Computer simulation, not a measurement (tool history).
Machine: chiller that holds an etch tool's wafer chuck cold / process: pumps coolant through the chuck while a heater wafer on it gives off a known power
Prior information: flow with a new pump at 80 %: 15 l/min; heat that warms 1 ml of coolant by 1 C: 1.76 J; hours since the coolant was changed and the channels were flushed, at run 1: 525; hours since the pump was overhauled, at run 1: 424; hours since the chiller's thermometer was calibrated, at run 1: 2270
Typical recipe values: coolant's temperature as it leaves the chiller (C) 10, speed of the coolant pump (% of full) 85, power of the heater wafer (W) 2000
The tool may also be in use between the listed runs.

run   hour  coolant's temperature as it leaves the chiller (C)  speed of the coolant pump (% of full)  power of the heater wafer (W)  hours since the coolant was changed and the channels were flushed  hours since the pump was overhauled  hours since the chiller's thermometer was calibrated  chuck's temperature once it has settled (C)  how much warmer the coolant comes back (C)
  1      0                                                  10                                     85                           2000                                                                525                                  424                                                  2270                                         22.8                                        4.29
  2   35.9                                                  10                                     85                           2000                                                                561                                  459                                                  2306                                         22.7                                        4.27
  3   62.2                                                  10                                     85                           2000                                                                587                                  486                                                  2332                                         22.8                                        4.27
  4   89.5                                                  10                                     85                           2000                                                                615                                  513                                                  2359                                         22.8                                        4.29
  5  115.7                                                  10                                     85                           2000                                                                641                                  539                                                  2385                                         22.8                                        4.28
  6  133.8                                                  10                                     85                           2000                                                                659                                  557                                                  2404                                         22.6                                        4.27
  7  154.6                                                  10                                     85                           1086                                                                680                                  578                                                  2424                                         16.8                                        2.32
  8  190.3                                                  10                                     85                           2000                                                                715                                  614                                                  2460                                         22.9                                        4.25
  9  215.2                                                  10                                     78                           2000                                                                740                                  639                                                  2485                                         23.6                                        4.74
 10  232.1                                                  10                                     64                           2000                                                                757                                  656                                                  2502                                         25.4                                        5.91
 11  268.7                                                  10                                     64                           2000                                                                794                                  692                                                  2538                                         25.3                                         5.9
 12  293.9                                                  10                                     64                           2000                                                                819                                  717                                                  2564                                         25.5                                         5.9
 13  327.8                                                  10                                     85                           2000                                                                853                                  751                                                  2598                                         22.8                                        4.25
 14  359.4                                                  10                                     91                           2000                                                                884                                  783                                                  2629                                         22.3                                        3.94
 15    388                                                  10                                     72                           2000                                                                913                                  812                                                  2658                                         24.3                                         5.2
 16  413.4                                                  10                                     72                           2000                                                                938                                  837                                                  2683                                         24.3                                        5.21
 17  432.5                                                  10                                     88                           2000                                                                958                                  856                                                  2702                                         22.5                                        4.14
 18  453.1                                                  10                                     88                           2000                                                                978                                  877                                                  2723                                         22.5                                        4.06
 19  476.9                                                  18                                     70                           2761                                                               1002                                  900                                                  2747                                         38.3                                        7.35
 20  510.4                                                  18                                     70                           2761                                                               1036                                  934                                                  2780                                         38.5                                        7.41
 21    537                                                  12                                     70                           2761                                                               1062                                  961                                                  2807                                         32.2                                        7.28
 22  554.4                                                  10                                     64                           1843                                                               1079                                  978                                                  2824                                         24.2                                        5.46
 23    579                                                   4                                     64                           1521                                                               1104                                 1003                                                  2849                                         15.8                                        4.53
 24  597.8                                                  10                                     84                           1332                                                               1123                                 1021                                                  2868                                         18.4                                        2.88
 25  623.6                                                  10                                     84                           1362                                                               1149                                 1047                                                  2893                                         18.6                                        2.94
 26  648.4                                                  10                                     84                           1362                                                               1173                                 1072                                                  2918                                         18.6                                        2.98
 27  675.2                                                  10                                     84                           1362                                                               1200                                 1099                                                  2945                                         18.5                                        2.99
 28    712                                                   8                                     84                           2033                                                               1237                                 1136                                                  2982                                         21.1                                        4.43
 29  741.2                                                  10                                     62                           2000                                                               1266                                 1165                                                  3011                                         25.9                                        6.12
 30  771.8                                                   0                                     93                           1507                                                               1297                                 1195                                                  3041                                          9.1                                        2.93
 31  805.8                                                  17                                     79                           1338                                                               1331                                 1229                                                  3076                                         25.9                                        3.11

4 ways to go on from here, each from the tool as it stands after run 31. What would each give?
  A  840.7                                                   1                                     82                           2000                                                               1366                                 1264                                                  3110                                            ?                                           ?
  B  840.7                                                   7                                     95                           1958                                                               1366                                 1264                                                  3110                                            ?                                           ?
  C  840.7                                                  10                                     85                           1012                                                               1366                                 1264                                                  3110                                            ?                                           ?
  D  840.7                                                  17                                     74                           2767                                                               1366                                 1264                                                  3110                                            ?                                           ?

run  chuck's temperature once it has settled (C)  how much warmer the coolant comes back (C)
  A                                         14.3                                         4.5
  B                                         18.7                                        3.73
  C                                         16.2                                        2.19
  D                                         36.8                                        6.91
What these runs would have given with no unlogged condition in the tool:
run  chuck's temperature once it has settled (C)  how much warmer the coolant comes back (C)
  A                                         14.3                                        4.44
  B                                         18.8                                        3.69
  C                                         16.5                                        2.16
  D                                         36.6                                        6.82

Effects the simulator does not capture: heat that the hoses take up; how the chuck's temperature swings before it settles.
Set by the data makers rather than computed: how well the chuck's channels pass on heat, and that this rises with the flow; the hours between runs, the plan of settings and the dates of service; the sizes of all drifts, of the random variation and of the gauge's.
